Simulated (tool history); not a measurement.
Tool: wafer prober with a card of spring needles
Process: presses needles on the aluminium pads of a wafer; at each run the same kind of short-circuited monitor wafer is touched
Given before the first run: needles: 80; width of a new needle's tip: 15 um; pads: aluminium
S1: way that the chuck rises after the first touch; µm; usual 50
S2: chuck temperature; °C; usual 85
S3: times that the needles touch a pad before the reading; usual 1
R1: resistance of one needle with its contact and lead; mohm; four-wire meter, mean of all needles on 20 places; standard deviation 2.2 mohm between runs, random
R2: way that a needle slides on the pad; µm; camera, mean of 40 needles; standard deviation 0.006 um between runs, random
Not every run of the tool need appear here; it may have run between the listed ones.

| run | hour | S1 | S2 | S3 | R1 | R2 |
|---|---|---|---|---|---|---|
| 1 | 0 | 50 | 85 | 1 | 253 | 7.512 |
| 2 | 29.1 | 50 | 85 | 1 | 326 | 7.525 |
|  | 43 | tips cleaned on abrasive film |
| 3 | 65.2 | 50 | 85 | 1 | 326 | 7.504 |
|  | 85.5 | tips cleaned on abrasive film |
| 4 | 108.9 | 50 | 62 | 1 | 314 | 7.498 |
|  | 127 | tips cleaned on abrasive film |
| 5 | 147 | 50 | 62 | 1 | 315 | 7.479 |
|  | 168.9 | tips cleaned on abrasive film |
| 6 | 188.1 | 50 | 62 | 1 | 308 | 7.471 |
|  | 204.9 | height of the first contact set anew |
|  | 210.4 | tips cleaned on abrasive film |
| 7 | 236.7 | 50 | 85 | 1 | 330 | 7.406 |
|  | 252 | tips cleaned on abrasive film |
| 8 | 278.4 | 50 | 85 | 1 | 332 | 7.391 |
|  | 294.9 | tips cleaned on abrasive film |
| 9 | 324.7 | 50 | 58 | 1 | 331 | 7.376 |
|  | 337.2 | tips cleaned on abrasive film |
|  | 356.8 | height of the first contact set anew, once more |
| 10 | 365.8 | 50 | 58 | 1 | 330 | 7.581 |
|  | 378.8 | tips cleaned on abrasive film |
| 11 | 418.3 | 50 | 58 | 1 | 335 | 7.56 |
|  | 422.9 | tips cleaned on abrasive film |
| 12 | 447.1 | 50 | 58 | 1 | 324 | 7.549 |
|  | 463.9 | tips cleaned on abrasive film |
| 13 | 485.9 | 50 | 58 | 1 | 318 | 7.54 |
|  | 505.3 | tips cleaned on abrasive film |
| 14 | 524.4 | 50 | 58 | 1 | 310 | 7.533 |
|  | 549.9 | tips cleaned on abrasive film |
| 15 | 565.7 | 33 | 85 | 1 | 384 | 4.936 |
|  | 592 | tips cleaned on abrasive film |
| 16 | 597.4 | 33 | 85 | 1 | 313 | 4.937 |
|  | 636.5 | tips cleaned on abrasive film |
| 17 | 640.4 | 33 | 85 | 1 | 302 | 4.905 |
|  | 677.6 | tips cleaned on abrasive film |
| 18 | 684.3 | 36 | 52 | 1 | 309 | 5.358 |
|  | 718.1 | tips cleaned on abrasive film |
| 19 | 723.2 | 39 | 115 | 1 | 307 | 5.795 |
|  | 760.7 | tips cleaned on abrasive film |
| 20 | 760.7 | 39 | 115 | 1 | 272 | 5.786 |
|  | 783.9 | height of the first contact set anew |
| 21 | 794.4 | 39 | 115 | 1 | 392 | 5.9 |
|  | 801.4 | tips cleaned on abrasive film |
|  | 842.1 | tips cleaned on abrasive film |
| 22 | 842.1 | 40 | 26 | 3 | 235 | 6.035 |
| 23 | 869 | 42 | 85 | 2 | 316 | 6.336 |
|  | 883.8 | tips cleaned on abrasive film |
| 24 | 914.3 | 39 | 27 | 1 | 390 | 5.879 |
|  | 926.3 | tips cleaned on abrasive film |
| 25 | 957.5 | 50 | 43 | 1 | 327 | 7.529 |

Alternative continuations, all from the tool just after run 25; predict every row:
|  | 970 | tips cleaned on abrasive film |
| A | 994.7 | 50 | 30 | 1 | ? | ? |
|  | 970 | tips cleaned on abrasive film |
| B | 994.7 | 50 | 85 | 3 | ? | ? |
|  | 970 | tips cleaned on abrasive film |
| C | 994.7 | 56 | 28 | 3 | ? | ? |

| run | R1 | R2 |
|---|---|---|
| A | 319 | 7.533 |
| B | 273 | 7.524 |
| C | 254 | 8.439 |
Stripped of hidden state, with their random variation kept, the same runs would have yielded:
| run | R1 | R2 |
|---|---|---|
| A | 227 | 7.583 |
| B | 242 | 7.574 |
| C | 226 | 8.488 |
